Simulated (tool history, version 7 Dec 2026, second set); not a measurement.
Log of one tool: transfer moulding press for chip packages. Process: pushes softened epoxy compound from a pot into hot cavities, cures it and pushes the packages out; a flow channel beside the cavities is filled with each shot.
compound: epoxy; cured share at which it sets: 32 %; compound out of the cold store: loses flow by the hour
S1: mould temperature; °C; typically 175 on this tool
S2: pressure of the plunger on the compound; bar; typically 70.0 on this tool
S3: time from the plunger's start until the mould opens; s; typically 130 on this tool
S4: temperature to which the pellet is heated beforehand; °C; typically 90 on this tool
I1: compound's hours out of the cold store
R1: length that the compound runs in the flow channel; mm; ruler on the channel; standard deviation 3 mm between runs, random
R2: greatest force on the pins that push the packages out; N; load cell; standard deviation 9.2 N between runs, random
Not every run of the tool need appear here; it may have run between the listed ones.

Run 1, hour 0.0: usual settings; I1 34.9. Result: R1 643 mm, R2 409 N.
Run 2, hour 31.8: usual settings; I1 29.2. Result: R1 663 mm, R2 413 N.
At hour 49.4: cavities cleaned with cleaning compound and waxed.
Run 3, hour 71.4: usual settings but S3 132 s; I1 28.2. Result: R1 671 mm, R2 410 N.
Run 4, hour 116.2: usual settings but S3 132 s; I1 35.1. Result: R1 647 mm, R2 408 N.
At hour 141.8: plunger's sealing rings changed.
Run 5, hour 158.3: usual settings but S3 132 s; I1 8.8. Result: R1 759 mm, R2 415 N.
Run 6, hour 204.1: usual settings but S3 132 s; I1 29.1. Result: R1 666 mm, R2 415 N.
At hour 210.7: cavities cleaned with cleaning compound and waxed.
Run 7, hour 233.4: usual settings but S3 132 s; I1 38.1. Result: R1 628 mm, R2 412 N.
Run 8, hour 277.4: usual settings but S2 83.1 bar; I1 16.1. Result: R1 797 mm, R2 434 N.
Run 9, hour 305.0: usual settings but S2 83.1 bar; I1 37.2. Result: R1 688 mm, R2 422 N.
Run 10, hour 355.6: usual settings but S2 83.1 bar; I1 27.3. Result: R1 732 mm, R2 429 N.
At hour 371.3: cavities cleaned with cleaning compound and waxed.
Run 11, hour 397.9: usual settings; I1 13.2. Result: R1 741 mm, R2 417 N.
At hour 427.5: mould's thermocouples calibrated.
Run 12, hour 451.5: usual settings; I1 11.3. Result: R1 744 mm, R2 413 N.
At hour 504.8: plunger's sealing rings changed.
Run 13, hour 513.2: usual settings; I1 32.4. Result: R1 651 mm, R2 408 N.
At hour 537.1: cavities cleaned with cleaning compound and waxed.
Run 14, hour 551.1: usual settings; I1 24.0. Result: R1 689 mm, R2 428 N.
Run 15, hour 589.4: usual settings but S2 54.6 bar, S4 85 °C; I1 29.2. Result: R1 588 mm, R2 419 N.
Run 16, hour 631.0: usual settings but S1 170 °C, S2 72.4 bar, S3 116 s, S4 97 °C; I1 19.4. Result: R1 735 mm, R2 649 N.
Run 17, hour 671.7: usual settings but S3 168 s, S4 93 °C; I1 21.0. Result: R1 705 mm, R2 368 N.
At hour 695.8: cavities cleaned with cleaning compound and waxed.
Run 18, hour 729.6: usual settings but S2 82.9 bar, S3 168 s, S4 85 °C; I1 28.5. Result: R1 734 mm, R2 387 N.
Run 19, hour 770.1: usual settings but S1 181 °C, S3 153 s; I1 15.4. Result: R1 717 mm, R2 371 N.
Run 20, hour 802.2: usual settings but S1 181 °C, S3 153 s; I1 12.9. Result: R1 727 mm, R2 374 N.
Run 21, hour 832.2: usual settings but S1 181 °C, S4 89 °C; I1 22.0. Result: R1 685 mm, R2 373 N.
At hour 855.6: cavities cleaned with cleaning compound and waxed.
At hour 868.3: plunger's sealing rings changed.
Run 22, hour 869.8: usual settings but S2 58.6 bar, S4 84 °C; I1 16.1. Result: R1 668 mm, R2 421 N.
Run 23, hour 899.0: usual settings but S1 171 °C, S2 58.6 bar, S3 137 s, S4 84 °C; I1 30.5. Result: R1 611 mm, R2 469 N.
Run 24, hour 936.9: usual settings but S1 170 °C, S2 79.8 bar, S3 154 s, S4 97 °C; I1 43.2. Result: R1 660 mm, R2 423 N.
Run 25, hour 993.7: usual settings but S1 180 °C, S3 136 s, S4 91 °C; I1 40.7. Result: R1 608 mm, R2 390 N.
At hour 1020.1: cavities cleaned with cleaning compound and waxed.
Run 26, hour 1045.3: usual settings but S1 180 °C, S3 136 s, S4 91 °C; I1 30.9. Result: R1 654 mm, R2 374 N.
Run 27, hour 1100.2: usual settings but S1 180 °C, S2 59.7 bar, S3 136 s, S4 91 °C; I1 45.9. Result: R1 544 mm, R2 366 N.

Forecast each of these 3 alternatives for the next run:
At hour 1115.9: mould's thermocouples calibrated.
Run A, hour 1133.3: usual settings but S1 180 °C, S2 64.8 bar, S3 136 s, S4 97 °C; I1 8.8. Result: R1 ?, R2 ?.
At hour 1115.9: mould's thermocouples calibrated.
Run B, hour 1133.3: usual settings but S4 93 °C; I1 37.2. Result: R1 ?, R2 ?.
At hour 1115.9: mould's thermocouples calibrated.
Run C, hour 1133.3: usual settings but S1 168 °C, S2 83.0 bar, S4 82 °C; I1 28.5. Result: R1 ?, R2 ?.

run   R1   R2
  A  722  391
  B  631  415
  C  745  579
The same runs, with their run-to-run variation unchanged, on a tool lacking any hidden condition would have given:
run   R1   R2
  A  722  387
  B  632  411
  C  745  573
